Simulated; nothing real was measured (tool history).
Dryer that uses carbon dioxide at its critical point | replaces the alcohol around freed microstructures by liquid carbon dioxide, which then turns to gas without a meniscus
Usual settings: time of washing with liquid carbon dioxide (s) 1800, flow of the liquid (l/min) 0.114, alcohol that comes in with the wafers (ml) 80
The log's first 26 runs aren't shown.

run	hour	time of washing with liquid carbon dioxide (s)	flow of the liquid (l/min)	alcohol that comes in with the wafers (ml)	hours of work since the filter was changed	hours of work since the purifier's bed was changed	alcohol left in the vessel before it's heated (ppm by volume)
27	250.3	1860	0.148	80	188	224	77
28	256.3	2580	0.181	31	191	226	33
29	268.0	1980	0.191	47	197	232	31
30	280.3	1980	0.191	47	202	238	23
31	292.4	2340	0.099	24	208	244	86
# hour 296.8: inlet filter changed
32	304.1	2340	0.099	24	3	249	57
33	313.2	1380	0.111	80	8	253	1305
34	321.6	1200	0.186	92	12	257	168
35	330.3	2880	0.186	37	16	261	34
36	338.3	2880	0.186	37	20	265	36
37	350.2	1800	0.073	31	25	270	1147
38	362.5	1800	0.073	31	31	276	1153
39	370.2	2280	0.111	91	35	280	104
40	380.9	1260	0.111	91	40	285	2371
41	387.6	1800	0.099	86	43	288	743
42	398.5	1800	0.099	86	48	293	765
43	407.7	1800	0.099	86	52	298	744

3 ways to go on from here, each from the tool as it stands after run 43. What would each give?
A	414.0	1800	0.069	80	55	301	?
B	414.0	1800	0.099	24	55	301	?
C	414.0	1560	0.170	90	55	301	?

run	alcohol left in the vessel before it's heated (ppm by volume)
A	3767
B	236
C	86
Without the tool's hidden state the same runs would have given:
run	alcohol left in the vessel before it's heated (ppm by volume)
A	3411
B	179
C	46

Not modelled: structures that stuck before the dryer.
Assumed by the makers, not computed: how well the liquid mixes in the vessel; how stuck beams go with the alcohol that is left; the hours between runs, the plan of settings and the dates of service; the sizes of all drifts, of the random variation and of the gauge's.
